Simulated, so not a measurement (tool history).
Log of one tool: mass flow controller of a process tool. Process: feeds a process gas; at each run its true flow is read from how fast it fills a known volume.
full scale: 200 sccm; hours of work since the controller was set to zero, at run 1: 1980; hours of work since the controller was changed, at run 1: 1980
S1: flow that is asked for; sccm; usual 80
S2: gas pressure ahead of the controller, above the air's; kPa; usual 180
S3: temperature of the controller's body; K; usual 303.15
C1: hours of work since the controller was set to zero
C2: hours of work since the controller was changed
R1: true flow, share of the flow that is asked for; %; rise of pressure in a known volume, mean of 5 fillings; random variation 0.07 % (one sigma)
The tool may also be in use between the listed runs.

run      day   S1   S2      S3    C1    C2     R1
  1    0.000   80  180  303.15  1980  1980  97.95
  2    4.783   80  180  303.15  2025  2025  98.05
  3    7.988   80  180  303.15  2055  2055  97.99
  4   10.862   70  180  303.15  2082  2082  97.97
  5   14.354   70  180  303.15  2114  2114  98.02
  6   17.350   70  180  303.15  2142  2142  97.92
  7   22.542   70  180  303.15  2191  2191  97.88
  8   27.225   70  180  303.15  2235  2235  98.13
  9   31.154   80  180  303.15  2271  2271  97.96
 10   34.033   80  180  303.15  2298  2298  97.84
 11   36.525   80  180  303.15  2321  2321  97.94
 12   40.112   80  180  303.15  2355  2355  97.92
 13   44.900   80  180  303.15  2400  2400  97.92
 14   48.879   80  180  303.15  2437  2437  97.98
 15   51.788   80  180  303.15  2464  2464  97.99
 16   57.225   80  180  303.15  2515  2515  97.98
 17   59.904   80  180  303.15  2540  2540  97.94
 18   62.133   80  180  303.15  2561  2561  97.93
 19   66.279   80  180  303.15  2599  2599  97.97
 20   71.792   80  180  295.15  2651  2651  98.33
 21   77.221   80  180  303.15  2701  2701  97.82
 22   81.875   68  180  303.15  2745  2745  97.82
 23   86.012   80  180  303.15  2784  2784  97.89
 24   90.054   80  239  303.15  2821  2821  97.38
 25   94.400  172  169  301.15  2862  2862  99.00
 26   97.421   80  217  297.15  2890  2890  98.17
 27  101.575   80  180  309.15  2929  2929  97.29
 28  104.567   21  180  301.15  2957  2957  98.61
 29  109.150   60  180  303.15  3000  3000  97.75
 30  112.654   60  180  303.15  3032  3032  97.71
 31  116.896   70  180  303.15  3072  3072  97.82
 32  120.575   84  180  305.15  3106  3106  97.68
 33  125.692  182  150  308.15  3154  3154  98.54
 34  129.204  182  150  308.15  3187  3187  98.84
 35  132.362   80  238  303.15  3216  3216  97.37
 36  135.671   80  238  303.15  3247  3247  97.32
 37  140.596   37  178  308.15  3293  3293  97.56
 38  145.733   80  179  303.15  3341  3341  97.75
 39  149.775   80  179  303.15  3379  3379  97.77
 40  154.158   80  156  297.15  3420  3420  98.46
 41  156.888   80  156  297.15  3446  3446  98.38
 42  160.958  146  208  313.15  3484  3484  97.34
 43  166.271   40  272  303.15  3533  3533  97.07
 44  168.529   40  272  303.15  3554  3554  97.12
 45  171.842   40  272  303.15  3585  3585  97.13
 46  175.504  160  174  310.15  3619  3619  98.00
 47  180.296  160  186  309.15  3664  3664  98.03
 48  185.217  160  163  295.15  3710  3710  99.14

4 ways to go on from here, each from the tool as it stands after run 48. What would each give?
  A  187.675   46  219  295.15  3733  3733   ?
  B  187.675   62  201  306.15  3733  3733   ?
  C  187.675   80  279  303.15  3733  3733   ?
  D  187.675  104  140  309.15  3733  3733   ?

run     R1
  A  97.97
  B  97.34
  C  96.85
  D  97.72
Without the tool's hidden state the same runs would have given:
run     R1
  A  98.05
  B  97.68
  C  97.34
  D  98.34

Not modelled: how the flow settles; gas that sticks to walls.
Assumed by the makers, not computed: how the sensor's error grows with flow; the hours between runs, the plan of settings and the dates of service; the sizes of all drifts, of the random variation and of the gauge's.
